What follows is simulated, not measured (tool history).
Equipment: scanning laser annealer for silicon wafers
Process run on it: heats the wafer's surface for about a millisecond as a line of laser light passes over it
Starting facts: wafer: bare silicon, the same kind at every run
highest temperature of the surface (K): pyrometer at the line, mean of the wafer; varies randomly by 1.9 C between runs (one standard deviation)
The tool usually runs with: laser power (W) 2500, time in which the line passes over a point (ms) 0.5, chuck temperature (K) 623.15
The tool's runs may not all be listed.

run	hour	laser power (W)	time in which the line passes over a point (ms)	chuck temperature (K)	highest temperature of the surface (K)
1	0	2500	0.5	623.15	1425.15
2	16.6	2500	0.5	623.15	1428.15
3	32.1	2500	0.5	601.15	1405.15
4	45.4	2500	0.5	601.15	1400.15
5	62.5	2500	0.5	601.15	1405.15
6	75.8	2500	0.5	601.15	1402.15
7	88.7	2500	0.5	601.15	1403.15
8	105.8	2500	0.5	601.15	1401.15
9	127.5	2500	0.5	601.15	1423.15
10	136.4	2500	0.5	601.15	1421.15
11	154.9	2398	0.5	623.15	1408.15
12	174.7	2500	0.5	623.15	1461.15
13	189.1	2500	0.5	623.15	1460.15
14	198	2500	0.402	623.15	1363.15
15	212.8	2500	0.402	623.15	1362.15
16	223.2	2500	0.364	623.15	1325.15
17	236.5	2451	0.5	623.15	1440.15
18	245.4	2500	0.5	634.15	1477.15
19	259.9	2500	0.5	618.15	1453.15
20	270	2500	0.415	618.15	1371.15
21	279.1	2300	0.5	623.15	1386.15
22	296.8	2675	0.5	623.15	1526.15
23	313.5	2675	0.5	623.15	1523.15
24	327	2675	0.5	623.15	1522.15
25	337.4	2500	0.5	640.15	1476.15
26	346.9	2500	0.5	625.15	1463.15
27	363.9	2203	0.56	603.15	1375.15
28	377.3	2203	0.56	603.15	1371.15
29	391.8	2203	0.56	603.15	1375.15
30	401.1	2500	0.514	623.15	1470.15
31	413.4	2500	0.514	623.15	1472.15
32	424.7	2745	0.5	587.15	1513.15
33	436.2	2745	0.5	587.15	1514.15
34	454.2	2397	0.589	613.15	1485.15
35	464	2397	0.429	656.15	1388.15
36	481.1	2397	0.429	656.15	1386.15
37	494.1	2397	0.429	656.15	1384.15
38	508.4	2362	0.357	618.15	1263.15
39	523.8	2379	0.505	637.15	1429.15
40	531.8	2484	0.562	605.15	1486.15
41	548.2	2313	0.381	626.15	1281.15

Not shown: 2 entries that the log had between the listed runs. Between which runs, and how does the tool's hidden state differ before and after?
After run 8, before run 9: optics aligned, line set to its width (hour 126.1)
  light that passes the window, % of a clean one's: 97.89 -> 97.87; laser's true power over the reading, %: 0.18 -> 0.19; width of the line over the set one, %: 4.7 -> 0.52
  what was measured, less what the result would be without the hidden state, highest temperature of the surface (K): -39 -> -21
After run 11, before run 12: window over the wafer cleaned (hour 159.9)
  light that passes the window, % of a clean one's: 97.85 -> 99.72; laser's true power over the reading, %: 0.19 -> 0.2; width of the line over the set one, %: 0.56 -> 0.59
  what was measured, less what the result would be without the hidden state, highest temperature of the surface (K): -20 -> -4
